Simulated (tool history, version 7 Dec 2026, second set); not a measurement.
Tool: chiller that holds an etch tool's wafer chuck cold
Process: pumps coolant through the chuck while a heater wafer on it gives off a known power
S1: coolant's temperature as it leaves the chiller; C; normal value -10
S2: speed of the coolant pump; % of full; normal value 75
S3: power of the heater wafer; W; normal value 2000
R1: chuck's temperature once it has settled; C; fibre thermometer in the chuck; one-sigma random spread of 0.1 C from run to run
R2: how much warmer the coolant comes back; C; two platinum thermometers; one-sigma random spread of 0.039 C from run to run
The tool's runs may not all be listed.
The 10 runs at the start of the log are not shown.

run,day,S1,S2,S3,R1,R2
11,8.475,-10,66,2000,9,9.76
12,9.35,-10,70,2000,8.2,9.25
# day 9.621: coolant pump overhauled
13,10.804,-10,70,2000,8.4,9.29
14,11.75,-10,70,2000,8.4,9.27
15,12.262,-10,70,2000,8.3,9.28
16,12.992,-10,70,1921,7.7,8.94
17,14.021,-10,83,1131,-0.9,4.39
18,14.817,-14,68,1131,-3.3,5.37
19,15.371,-9,79,2115,9,8.6
# day 15.746: coolant pump overhauled, once more
20,16.712,-9,94,1285,1,4.4
21,17.312,-9,94,1285,0.8,4.35
22,17.933,-9,94,1285,0.9,4.31
23,19.117,-2,90,1323,8.3,4.75
24,19.779,-2,90,1323,8.5,4.75
25,20.292,-7,75,1064,2.3,4.6
26,21.421,-7,75,1064,2.4,4.61

What will run 27 give?
27,22.15,-12,63,2416,?,?

Run 27 produced R1 11.7 C, R2 12.35 C.
Take away the tool's hidden state, keep the run-to-run variation as it was, and the same run would have given R1 10.8 C, R2 12.32 C.
